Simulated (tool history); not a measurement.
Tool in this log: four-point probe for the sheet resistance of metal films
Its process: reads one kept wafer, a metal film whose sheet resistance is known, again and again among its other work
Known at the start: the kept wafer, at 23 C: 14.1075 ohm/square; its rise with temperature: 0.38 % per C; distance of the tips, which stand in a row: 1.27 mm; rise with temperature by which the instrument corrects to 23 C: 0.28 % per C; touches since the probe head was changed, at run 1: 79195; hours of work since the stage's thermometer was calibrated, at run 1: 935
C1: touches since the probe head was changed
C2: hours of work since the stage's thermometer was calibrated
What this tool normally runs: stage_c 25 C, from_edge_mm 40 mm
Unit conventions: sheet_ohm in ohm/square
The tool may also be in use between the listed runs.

{"run": 1, "hour": 0.0, "stage_c": 25, "from_edge_mm": 40, "C1": 79195, "C2": 935, "sheet_ohm": 14.183658}
{"run": 2, "hour": 85.1, "stage_c": 25, "from_edge_mm": 40, "C1": 80831, "C2": 997, "sheet_ohm": 14.181372}
{"run": 3, "hour": 156.3, "stage_c": 25, "from_edge_mm": 40, "C1": 82198, "C2": 1049, "sheet_ohm": 14.179809}
{"run": 4, "hour": 232.0, "stage_c": 25, "from_edge_mm": 40, "C1": 83653, "C2": 1104, "sheet_ohm": 14.184285}
{"run": 5, "hour": 325.9, "stage_c": 25, "from_edge_mm": 40, "C1": 85456, "C2": 1173, "sheet_ohm": 14.189055}
{"run": 6, "hour": 403.6, "stage_c": 25, "from_edge_mm": 40, "C1": 86949, "C2": 1230, "sheet_ohm": 14.183155}
{"run": 7, "hour": 526.0, "stage_c": 25, "from_edge_mm": 40, "C1": 89300, "C2": 1320, "sheet_ohm": 14.190911}
{"run": 8, "hour": 583.1, "stage_c": 25, "from_edge_mm": 3, "C1": 90399, "C2": 1361, "sheet_ohm": 15.414138}
{"hour": 596.4, "done": "stage's thermometer calibrated"}
{"run": 9, "hour": 700.2, "stage_c": 26, "from_edge_mm": 12, "C1": 92638, "C2": 76, "sheet_ohm": 14.277295}
{"run": 10, "hour": 783.4, "stage_c": 33, "from_edge_mm": 13, "C1": 94237, "C2": 137, "sheet_ohm": 14.356262}
{"run": 11, "hour": 893.3, "stage_c": 33, "from_edge_mm": 13, "C1": 96347, "C2": 217, "sheet_ohm": 14.358421}
{"run": 12, "hour": 1019.1, "stage_c": 29, "from_edge_mm": 14, "C1": 98764, "C2": 309, "sheet_ohm": 14.301901}
{"run": 13, "hour": 1138.3, "stage_c": 20, "from_edge_mm": 6, "C1": 101054, "C2": 396, "sheet_ohm": 14.456908}
{"run": 14, "hour": 1242.5, "stage_c": 25, "from_edge_mm": 19, "C1": 103057, "C2": 473, "sheet_ohm": 14.217712}
{"run": 15, "hour": 1353.3, "stage_c": 25, "from_edge_mm": 9, "C1": 105185, "C2": 554, "sheet_ohm": 14.340703}

Take each entry between the runs: how does the hidden state at the last listed run before it differ from the hidden state at the first listed run after it?
Logged between run 8 and run 9: stage's thermometer calibrated (hour 596.4)
  inner tips' distance over the nominal, %: 0.458 -> 0.479; tips' flats over new ones', %: 55 -> 56; wafer's true temperature over the reading, C: -0.4 -> -0.53
  what was measured, less what the result would be without the hidden state, sheet_ohm: +0.052636 -> +0.045452 ohm/square

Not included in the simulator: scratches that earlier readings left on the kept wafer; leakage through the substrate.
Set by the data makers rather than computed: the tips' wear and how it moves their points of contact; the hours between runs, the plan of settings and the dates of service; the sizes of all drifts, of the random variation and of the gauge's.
